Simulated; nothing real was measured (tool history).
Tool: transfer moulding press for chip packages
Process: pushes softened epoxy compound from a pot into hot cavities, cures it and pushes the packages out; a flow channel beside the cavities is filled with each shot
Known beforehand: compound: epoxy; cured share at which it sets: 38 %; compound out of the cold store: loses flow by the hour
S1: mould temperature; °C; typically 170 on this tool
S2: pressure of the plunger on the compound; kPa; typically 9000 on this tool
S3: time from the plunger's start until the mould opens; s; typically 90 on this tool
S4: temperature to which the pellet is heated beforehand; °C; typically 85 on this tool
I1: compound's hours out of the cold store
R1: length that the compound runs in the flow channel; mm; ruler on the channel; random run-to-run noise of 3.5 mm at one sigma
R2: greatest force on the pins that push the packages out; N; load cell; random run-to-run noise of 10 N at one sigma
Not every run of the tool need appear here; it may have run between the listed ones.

| run | day | S1 | S2 | S3 | S4 | I1 | R1 | R2 |
|---|---|---|---|---|---|---|---|---|
| 1 | 0.000 | 170 | 9000 | 90 | 85 | 22.6 | 530 | 483 |
|  | 0.750 | cavities cleaned with cleaning compound and waxed |
| 2 | 1.950 | 170 | 9000 | 79 | 85 | 8.9 | 550 | 667 |
|  | 3.354 | cavities cleaned with cleaning compound and waxed |
| 3 | 4.133 | 170 | 9000 | 90 | 85 | 30.9 | 517 | 449 |
|  | 5.875 | cavities cleaned with cleaning compound and waxed |
| 4 | 5.875 | 170 | 9000 | 90 | 85 | 32.8 | 511 | 462 |
|  | 6.588 | plunger's sealing rings changed |
| 5 | 7.925 | 170 | 9000 | 90 | 85 | 31.6 | 516 | 452 |
|  | 8.558 | cavities cleaned with cleaning compound and waxed |
| 6 | 9.762 | 170 | 9000 | 90 | 85 | 15.3 | 535 | 468 |
|  | 11.138 | cavities cleaned with cleaning compound and waxed |
| 7 | 11.433 | 170 | 9000 | 90 | 85 | 15.4 | 543 | 495 |
| 8 | 12.508 | 170 | 9000 | 90 | 85 | 9.2 | 555 | 484 |
|  | 13.717 | cavities cleaned with cleaning compound and waxed |
| 9 | 13.983 | 170 | 9000 | 90 | 85 | 43.5 | 504 | 419 |
| 10 | 15.238 | 170 | 9000 | 90 | 85 | 20.3 | 530 | 467 |
|  | 16.296 | cavities cleaned with cleaning compound and waxed |
| 11 | 16.621 | 170 | 9000 | 102 | 85 | 22.7 | 535 | 372 |
| 12 | 17.762 | 170 | 9000 | 102 | 85 | 45.7 | 497 | 351 |
|  | 18.896 | cavities cleaned with cleaning compound and waxed |
| 13 | 19.921 | 170 | 9000 | 102 | 85 | 11.4 | 548 | 381 |
|  | 21.438 | cavities cleaned with cleaning compound and waxed |
| 14 | 22.238 | 175 | 9000 | 102 | 85 | 24.5 | 519 | 310 |
|  | 24.162 | cavities cleaned with cleaning compound and waxed |
| 15 | 24.696 | 172 | 7260 | 94 | 88 | 13.0 | 479 | 385 |
|  | 26.721 | cavities cleaned with cleaning compound and waxed |
| 16 | 27.000 | 172 | 7260 | 94 | 88 | 22.7 | 471 | 381 |
|  | 28.175 | mould's thermocouples calibrated |
| 17 | 29.096 | 172 | 9000 | 103 | 87 | 12.1 | 542 | 343 |
|  | 29.400 | cavities cleaned with cleaning compound and waxed |
|  | 30.154 | plunger's sealing rings changed |
| 18 | 31.175 | 163 | 6940 | 103 | 87 | 11.2 | 492 | 554 |
|  | 32.142 | cavities cleaned with cleaning compound and waxed |
| 19 | 33.575 | 170 | 9000 | 76 | 78 | 39.5 | 505 | 690 |
|  | 34.717 | cavities cleaned with cleaning compound and waxed |
| 20 | 34.717 | 170 | 9000 | 76 | 85 | 12.4 | 547 | 741 |
| 21 | 36.621 | 168 | 10800 | 90 | 85 | 27.8 | 580 | 511 |
|  | 37.321 | cavities cleaned with cleaning compound and waxed |
| 22 | 38.875 | 170 | 9830 | 90 | 86 | 44.8 | 523 | 430 |
|  | 39.912 | cavities cleaned with cleaning compound and waxed |
| 23 | 40.258 | 170 | 9830 | 90 | 86 | 44.4 | 522 | 445 |
|  | 42.446 | cavities cleaned with cleaning compound and waxed |
| 24 | 42.896 | 170 | 9830 | 90 | 86 | 10.0 | 575 | 483 |
| 25 | 44.371 | 170 | 9830 | 90 | 84 | 13.4 | 566 | 452 |
|  | 45.038 | cavities cleaned with cleaning compound and waxed |
| 26 | 46.942 | 170 | 9830 | 90 | 84 | 43.3 | 520 | 448 |
|  | 47.629 | cavities cleaned with cleaning compound and waxed |
| 27 | 48.538 | 173 | 7870 | 129 | 89 | 41.2 | 464 | 288 |

Forecast each of these 3 alternatives for the next run:
|  | 50.296 | cavities cleaned with cleaning compound and waxed |
| A | 50.925 | 170 | 7750 | 87 | 85 | 34.4 | ? | ? |
|  | 50.296 | cavities cleaned with cleaning compound and waxed |
| B | 50.925 | 170 | 9000 | 90 | 88 | 13.8 | ? | ? |
|  | 50.296 | cavities cleaned with cleaning compound and waxed |
| C | 50.925 | 170 | 9000 | 90 | 77 | 32.0 | ? | ? |

| run | R1 | R2 |
|---|---|---|
| A | 474 | 499 |
| B | 531 | 469 |
| C | 520 | 477 |
Take away the tool's hidden state, keep each run's random variation, and the runs would have read:
| run | R1 | R2 |
|---|---|---|
| A | 474 | 497 |
| B | 531 | 468 |
| C | 521 | 476 |
